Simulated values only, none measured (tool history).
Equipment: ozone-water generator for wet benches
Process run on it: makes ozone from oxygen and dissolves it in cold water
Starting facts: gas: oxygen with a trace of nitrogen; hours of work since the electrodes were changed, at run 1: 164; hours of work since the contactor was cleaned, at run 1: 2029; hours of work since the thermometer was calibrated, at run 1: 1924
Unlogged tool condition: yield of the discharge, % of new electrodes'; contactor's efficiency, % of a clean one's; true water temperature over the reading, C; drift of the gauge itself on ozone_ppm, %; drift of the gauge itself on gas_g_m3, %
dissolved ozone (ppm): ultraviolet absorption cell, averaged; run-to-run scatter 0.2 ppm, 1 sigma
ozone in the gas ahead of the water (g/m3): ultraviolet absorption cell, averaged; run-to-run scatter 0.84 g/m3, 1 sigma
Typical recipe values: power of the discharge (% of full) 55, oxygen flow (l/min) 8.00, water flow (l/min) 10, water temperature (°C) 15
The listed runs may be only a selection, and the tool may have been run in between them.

run   hour  power of the discharge (% of full)  oxygen flow (l/min)  water flow (l/min)  water temperature (°C)  hours of work since the electrodes were changed  hours of work since the contactor was cleaned  hours of work since the thermometer was calibrated  dissolved ozone (ppm)  ozone in the gas ahead of the water (g/m3)
  1    0.0                                  55                 8.00                  10                      15                                              164                                           2029                                                1924                   27.7                                       137.8
  2   27.1                                  55                13.17                  10                      15                                              181                                           2047                                                1941                   24.9                                       108.1
  3   40.2                                  55                 8.00                  10                      15                                              189                                           2055                                                1950                   27.8                                       135.7
  4   55.2                                  55                 8.00                  10                      12                                              199                                           2064                                                1959                   29.5                                       134.7
  5   76.2                                  55                 8.00                  10                      12                                              212                                           2078                                                1972                   29.7                                       135.6
  6   94.5                                  55                 8.00                  10                      15                                              224                                           2089                                                1984                   28.0                                       133.2
  7  111.5                                  55                 8.00                  10                      13                                              234                                           2100                                                1995                   28.7                                       134.5
  8  125.1                                  55                 8.00                  10                      13                                              243                                           2109                                                2003                   28.8                                       135.1
  9  146.5                                  55                 8.00                  10                      13                                              257                                           2122                                                2017                   28.7                                       136.2
 10  170.2                                  55                 8.00                  10                      15                                              272                                           2137                                                2032                   27.6                                       135.1
 11  186.7                                  55                 8.00                  10                      15                                              282                                           2147                                                2042                   27.5                                       134.0
 12  203.4                                  55                 8.00                  10                      15                                              293                                           2158                                                2053                   27.5                                       134.3
 13  216.8                                  55                 8.00                  10                      15                                              301                                           2166                                                2061                   27.5                                       134.0
 14  247.8                                  55                14.07                  10                      15                                              321                                           2186                                                2081                   24.9                                       106.1
 15  264.5                                  55                14.07                  10                      15                                              331                                           2197                                                2091                   24.9                                       104.3
 16  288.3                                  55                14.07                  10                      15                                              346                                           2212                                                2107                   24.5                                       104.7
 17  305.2                                  89                 4.98                  10                      15                                              357                                           2222                                                2117                   43.2                                       253.0
 18  322.1                                  53                 7.38                  10                      18                                              368                                           2233                                                2128                   25.4                                       136.0
 19  344.5                                  55                 7.88                  10                       8                                              382                                           2247                                                2142                   32.3                                       136.5
 20  374.5                                  65                13.84                  10                       8                                              401                                           2266                                                2161                   34.2                                       119.6
 21  395.2                                  75                 8.00                  10                      11                                              414                                           2279                                                2174                   39.0                                       174.4
     401.2  -- contactor cleaned
 22  426.6                                  91                 4.20                  11                      16                                              431                                             16                                                2191                   40.4                                       277.1
 23  444.4                                  55                 4.95                  11                      15                                              442                                             27                                                2203                   26.8                                       168.2
 24  457.2                                  71                 9.22                   8                      18                                              450                                             35                                                2211                   34.6                                       158.5
 25  472.9                                  55                 8.00                   7                       8                                              460                                             45                                                2221                   38.5                                       134.8
 26  500.1                                  55                 8.00                   7                       8                                              478                                             63                                                2238                   38.8                                       135.2
 27  521.2                                  53                11.31                   9                      17                                              491                                             76                                                2251                   24.9                                       112.5
     551.7  -- contactor cleaned, once more
 28  551.7                                  53                11.31                   9                      17                                              508                                              0                                                2268                   25.3                                       112.5
 29  575.1                                  53                 6.05                   7                       7                                              522                                             15                                                2283                   41.1                                       147.9
 30  594.5                                  63                 8.00                   8                      10                                              535                                             27                                                2295                   39.1                                       151.5
 31  622.9                                  82                 8.00                   7                      15                                              553                                             45                                                2313                   46.5                                       188.7
 32  650.4                                  43                13.14                   8                      14                                              570                                             62                                                2330                   23.5                                        88.0

A few steps of dissolved ozone (ppm) between consecutive runs. Split each: what settings, incoming material and random variation would produce without the hidden state, and what is left over for the hidden state, along with gauge scatter present in only one of the two compared results (measured, and without hidden state):
Run 16 -> 17: power of the discharge (% of full) 55 -> 89, oxygen flow (l/min) 14.07 -> 4.98. dissolved ozone (ppm) +18.7: hidden state -0.5, all else +19.2.
Run 17 -> 18: power of the discharge (% of full) 89 -> 53, oxygen flow (l/min) 4.98 -> 7.38, water temperature (°C) 15 -> 18. dissolved ozone (ppm) -17.8: hidden state +0.5, all else -18.3.
Run 22 -> 23: power of the discharge (% of full) 91 -> 55, oxygen flow (l/min) 4.20 -> 4.95, water temperature (°C) 16 -> 15. dissolved ozone (ppm) -13.6: hidden state +0.6, all else -14.2.
Run 31 -> 32: power of the discharge (% of full) 82 -> 43, oxygen flow (l/min) 8.00 -> 13.14, water flow (l/min) 7 -> 8, water temperature (°C) 15 -> 14. dissolved ozone (ppm) -23.0: hidden state +0.5, all else -23.5.
